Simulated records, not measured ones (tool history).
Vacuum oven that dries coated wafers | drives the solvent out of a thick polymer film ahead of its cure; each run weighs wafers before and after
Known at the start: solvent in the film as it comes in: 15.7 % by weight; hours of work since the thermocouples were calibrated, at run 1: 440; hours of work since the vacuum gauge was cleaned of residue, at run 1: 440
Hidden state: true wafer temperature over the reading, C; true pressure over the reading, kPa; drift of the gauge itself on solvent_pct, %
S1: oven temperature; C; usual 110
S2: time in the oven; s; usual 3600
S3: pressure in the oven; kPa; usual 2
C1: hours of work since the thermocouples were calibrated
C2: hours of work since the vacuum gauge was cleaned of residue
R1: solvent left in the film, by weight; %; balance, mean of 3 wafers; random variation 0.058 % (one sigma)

Run 1, hour 0: usual settings; C1 440; C2 440. Result: R1 3.29 %.
Run 2, hour 99: usual settings; C1 512; C2 512. Result: R1 3.38 %.
Run 3, hour 208.4: usual settings; C1 591; C2 591. Result: R1 3.17 %.
Run 4, hour 317: usual settings; C1 669; C2 669. Result: R1 3.32 %.
Run 5, hour 397.3: usual settings; C1 727; C2 727. Result: R1 3.34 %.
Run 6, hour 492.5: usual settings but S3 1.1 kPa; C1 796; C2 796. Result: R1 2.3 %.
Run 7, hour 550.9: usual settings; C1 838; C2 838. Result: R1 3.39 %.
Run 8, hour 605.5: usual settings; C1 878; C2 878. Result: R1 3.36 %.
Run 9, hour 670.9: usual settings; C1 925; C2 925. Result: R1 3.42 %.
Run 10, hour 758.3: usual settings but S2 5880 s; C1 988; C2 988. Result: R1 3.29 %.
At hour 771.1: oven's thermocouples calibrated.
Run 11, hour 823.7: usual settings but S2 5880 s; C1 38; C2 1034. Result: R1 3.28 %.
Run 12, hour 936.9: usual settings; C1 120; C2 1116. Result: R1 3.68 %.
Run 13, hour 989: usual settings; C1 158; C2 1154. Result: R1 3.65 %.
Run 14, hour 1039.5: usual settings; C1 194; C2 1190. Result: R1 3.67 %.
Run 15, hour 1132.8: usual settings; C1 262; C2 1258. Result: R1 3.78 %.
At hour 1240.9: vacuum gauge cleaned of residue and calibrated.
Run 16, hour 1242: usual settings; C1 339; C2 1. Result: R1 4 %.
Run 17, hour 1306.2: usual settings but S1 118 C; C1 386; C2 47. Result: R1 2.94 %.
Run 18, hour 1388.6: usual settings; C1 445; C2 107. Result: R1 4.14 %.
Run 19, hour 1441.8: usual settings; C1 484; C2 145. Result: R1 4.14 %.
Run 20, hour 1525.2: usual settings; C1 544; C2 206. Result: R1 4.15 %.
Run 21, hour 1576.8: usual settings; C1 582; C2 243. Result: R1 4.2 %.
At hour 1667.4: vacuum gauge cleaned of residue and calibrated, once more.
Run 22, hour 1673: usual settings; C1 650; C2 4. Result: R1 2.83 %.
Run 23, hour 1757.1: usual settings; C1 711; C2 65. Result: R1 2.99 %.
Run 24, hour 1869.5: usual settings but S1 109 C, S3 4.4 kPa; C1 792; C2 146. Result: R1 6.16 %.
Run 25, hour 1946: usual settings but S2 6180 s, S3 7.27 kPa; C1 847; C2 201. Result: R1 9.48 %.
Run 26, hour 2050.4: usual settings but S1 124 C, S3 2.47 kPa; C1 923; C2 277. Result: R1 2.17 %.
Run 27, hour 2133.4: usual settings but S2 3960 s, S3 1.15 kPa; C1 983; C2 337. Result: R1 1.82 %.
At hour 2150.7: oven's thermocouples calibrated.
Run 28, hour 2199.3: usual settings but S1 109 C, S2 2040 s; C1 35; C2 383. Result: R1 4.73 %.
Run 29, hour 2315.1: usual settings but S1 96 C, S2 1980 s; C1 119; C2 467. Result: R1 8.96 %.
Run 30, hour 2398.3: usual settings but S1 96 C, S2 1980 s; C1 179; C2 527. Result: R1 8.94 %.
Run 31, hour 2474.2: usual settings but S1 96 C, S2 1980 s; C1 234; C2 582. Result: R1 8.91 %.
Run 32, hour 2535.2: usual settings but S1 105 C; C1 278; C2 626. Result: R1 4.38 %.
Run 33, hour 2618.4: usual settings but S2 2580 s; C1 338; C2 686. Result: R1 3.81 %.
Run 34, hour 2698.6: usual settings but S1 96 C, S2 4920 s, S3 1.52 kPa; C1 396; C2 744. Result: R1 5.56 %.
Run 35, hour 2807.6: usual settings but S1 113 C, S2 5160 s, S3 4.88 kPa; C1 475; C2 823. Result: R1 6.36 %.
Run 36, hour 2907.6: usual settings but S1 113 C, S2 5160 s, S3 4.88 kPa; C1 547; C2 895. Result: R1 6.09 %.
Run 37, hour 2961: usual settings but S1 103 C, S2 5640 s; C1 586; C2 934. Result: R1 4.18 %.
Run 38, hour 3069.4: usual settings but S2 3660 s, S3 4.02 kPa; C1 664; C2 1012. Result: R1 5.95 %.
Run 39, hour 3175.6: usual settings but S2 3660 s, S3 4.02 kPa; C1 741; C2 1089. Result: R1 5.91 %.
Run 40, hour 3232.5: usual settings but S2 3660 s, S3 4.02 kPa; C1 782; C2 1130. Result: R1 6.09 %.
Run 41, hour 3345.4: usual settings but S2 3660 s, S3 4.02 kPa; C1 864; C2 1212. Result: R1 5.95 %.
Run 42, hour 3405.4: usual settings but S1 108 C, S2 3660 s, S3 4.02 kPa; C1 907; C2 1255. Result: R1 6.55 %.
Run 43, hour 3509.4: usual settings but S1 99 C, S2 2100 s, S3 6.26 kPa; C1 982; C2 1330. Result: R1 13.71 %.
At hour 3515.6: vacuum gauge cleaned of residue and calibrated.
At hour 3535.1: oven's thermocouples calibrated.
Run 44, hour 3596.9: usual settings but S1 99 C, S2 2100 s, S3 6.26 kPa; C1 45; C2 57. Result: R1 12.93 %.
Run 45, hour 3654.4: usual settings but S1 124 C, S2 5280 s, S3 7.63 kPa; C1 86; C2 99. Result: R1 6.23 %.
Run 46, hour 3752.6: usual settings but S1 109 C, S2 3120 s, S3 4.32 kPa; C1 157; C2 170. Result: R1 6.2 %.

Forecast each of these 4 alternatives for the next run:
Run A, hour 3811.8: usual settings but S1 118 C, S2 3720 s; C1 200; C2 213. Result: R1 ?.
Run B, hour 3811.8: usual settings but S1 109 C, S2 2220 s, S3 7.88 kPa; C1 200; C2 213. Result: R1 ?.
Run C, hour 3811.8: usual settings but S2 2160 s; C1 200; C2 213. Result: R1 ?.
Run D, hour 3811.8: usual settings but S1 105 C, S2 3720 s, S3 4.31 kPa; C1 200; C2 213. Result: R1 ?.

run     R1
  A   2.11
  B  11.12
  C   3.84
  D   7.45
Without the tool's hidden state the same runs would have given:
run     R1
  A   2.08
  B  11.38
  C   3.97
  D   7.61

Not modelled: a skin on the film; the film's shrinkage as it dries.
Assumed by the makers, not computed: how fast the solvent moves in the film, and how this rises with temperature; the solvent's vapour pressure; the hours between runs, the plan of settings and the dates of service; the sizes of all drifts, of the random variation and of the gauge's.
